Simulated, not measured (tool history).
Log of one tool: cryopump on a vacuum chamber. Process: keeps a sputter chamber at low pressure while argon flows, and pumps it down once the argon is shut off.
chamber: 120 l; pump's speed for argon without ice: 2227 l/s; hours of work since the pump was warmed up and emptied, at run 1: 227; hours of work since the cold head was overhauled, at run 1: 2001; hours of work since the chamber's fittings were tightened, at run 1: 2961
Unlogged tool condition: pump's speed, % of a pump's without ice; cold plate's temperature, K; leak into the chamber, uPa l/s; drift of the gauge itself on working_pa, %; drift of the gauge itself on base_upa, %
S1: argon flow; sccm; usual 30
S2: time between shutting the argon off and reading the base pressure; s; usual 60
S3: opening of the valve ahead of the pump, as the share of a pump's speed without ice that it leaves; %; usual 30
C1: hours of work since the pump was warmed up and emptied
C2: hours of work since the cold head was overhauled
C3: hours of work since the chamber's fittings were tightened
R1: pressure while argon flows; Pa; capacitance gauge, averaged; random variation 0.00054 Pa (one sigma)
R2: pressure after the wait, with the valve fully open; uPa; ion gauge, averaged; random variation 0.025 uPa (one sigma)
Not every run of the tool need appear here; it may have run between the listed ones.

run   hour  S1  S2  S3   C1    C2    C3      R1    R2
  1    0.0  30  60  30  227  2001  2961  0.0769  1.28
  2   87.4  30  60  19  286  2061  3020  0.1211  1.24
  3  164.2  30  60  30  339  2113  3072  0.0781  1.25
  4  207.4  30  60  30  368  2142  3102  0.0785  1.25
  5  269.8  30  60  30  411  2185  3144  0.0791  1.26
     298.5  -- leaking fittings of the chamber tightened, without venting
  6  327.1  30  60  30  448  2223    20  0.0780  1.08
  7  381.1  30  60  30  485  2259    56  0.0785  1.11
  8  459.8  55  43  40  539  2313   110  0.1096  1.44
  9  554.4  30  60  47  603  2377   174  0.0522  1.09
 10  650.3  13  89  27  668  2443   240  0.0388  0.83
 11  735.9  13  89  27  727  2501   298  0.0378  0.86
 12  794.3  13  89  27  766  2541   338  0.0380  0.84
 13  847.9  24  89  56  803  2577   374  0.0365  0.83
     923.4  -- pump warmed up, emptied and cooled again
 14  923.4  24  89  56    0  2625   422  0.0331  0.81

Forecast each of these 3 alternatives for the next run:
  A  999.1  24   30  29  52  2677  474   ?   ?
  B  999.1  24   89  30  52  2677  474   ?   ?
  C  999.1  49  160  30  52  2677  474   ?   ?

run      R1    R2
  A  0.0644  2.05
  B  0.0619  0.78
  C  0.1253  0.55
Had the tool no hidden state, the same runs would have come out as:
run      R1    R2
  A  0.0634  2.01
  B  0.0610  0.75
  C  0.1235  0.51
